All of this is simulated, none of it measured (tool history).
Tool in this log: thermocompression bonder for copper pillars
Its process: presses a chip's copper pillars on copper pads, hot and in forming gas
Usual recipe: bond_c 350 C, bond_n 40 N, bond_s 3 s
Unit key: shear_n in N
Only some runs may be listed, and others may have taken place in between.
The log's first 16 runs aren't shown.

| run | hour | bond_c | bond_n | bond_s | hours of work since the heater was calibrated | hours of work since the force cell was calibrated | hours of work since the gas filter was changed | shear_n |
|---|---|---|---|---|---|---|---|---|
| 17 | 97.7 | 342 | 40 | 3 | 266 | 346 | 117 | 43.2 |
| 18 | 101.9 | 350 | 39 | 6 | 269 | 348 | 119 | 58.5 |
| 19 | 106.7 | 360 | 30 | 4 | 271 | 351 | 122 | 48.9 |
| 20 | 114.5 | 360 | 30 | 4 | 276 | 356 | 127 | 48.6 |
| 21 | 118.6 | 342 | 30 | 3 | 278 | 358 | 129 | 37.6 |
| 22 | 125.3 | 330 | 26 | 4 | 282 | 362 | 133 | 34.4 |
| 23 | 129.9 | 338 | 25 | 4 | 285 | 365 | 136 | 36.3 |
| 24 | 137.7 | 337 | 58 | 4 | 290 | 369 | 140 | 54.3 |
| 25 | 143.7 | 338 | 36 | 7 | 293 | 373 | 144 | 54 |
| 26 | 148.7 | 331 | 28 | 4 | 296 | 376 | 147 | 35.9 |
| 27 | 156.3 | 331 | 28 | 4 | 301 | 380 | 151 | 35.6 |
| 28 | 165.2 | 340 | 37 | 8 | 306 | 385 | 157 | 57.2 |
| 29 | 169.5 | 371 | 40 | 3 | 308 | 388 | 159 | 54.4 |
| 30 | 173.6 | 373 | 52 | 3 | 311 | 390 | 162 | 61.8 |
| 31 | 181.9 | 373 | 52 | 3 | 316 | 395 | 167 | 61.5 |
|  | 185 | forming gas filter changed |
| 32 | 187.4 | 342 | 31 | 4 | 319 | 398 | 1 | 44 |
| 33 | 195.9 | 360 | 27 | 7 | 324 | 403 | 6 | 58.7 |
| 34 | 201.8 | 360 | 27 | 7 | 327 | 407 | 10 | 59.2 |

Below are 3 alternative next runs, each starting from the tool's condition after run 34. Predict each:
| A | 207.1 | 346 | 40 | 8 | 330 | 410 | 13 | ? |
| B | 207.1 | 350 | 40 | 5 | 330 | 410 | 13 | ? |
| C | 207.1 | 349 | 43 | 7 | 330 | 410 | 13 | ? |

| run | shear_n |
|---|---|
| A | 65.3 |
| B | 57.6 |
| C | 66.1 |
Without the tool's unlogged condition, the same runs would have read:
| run | shear_n |
|---|---|
| A | 67 |
| B | 59.2 |
| C | 67.9 |
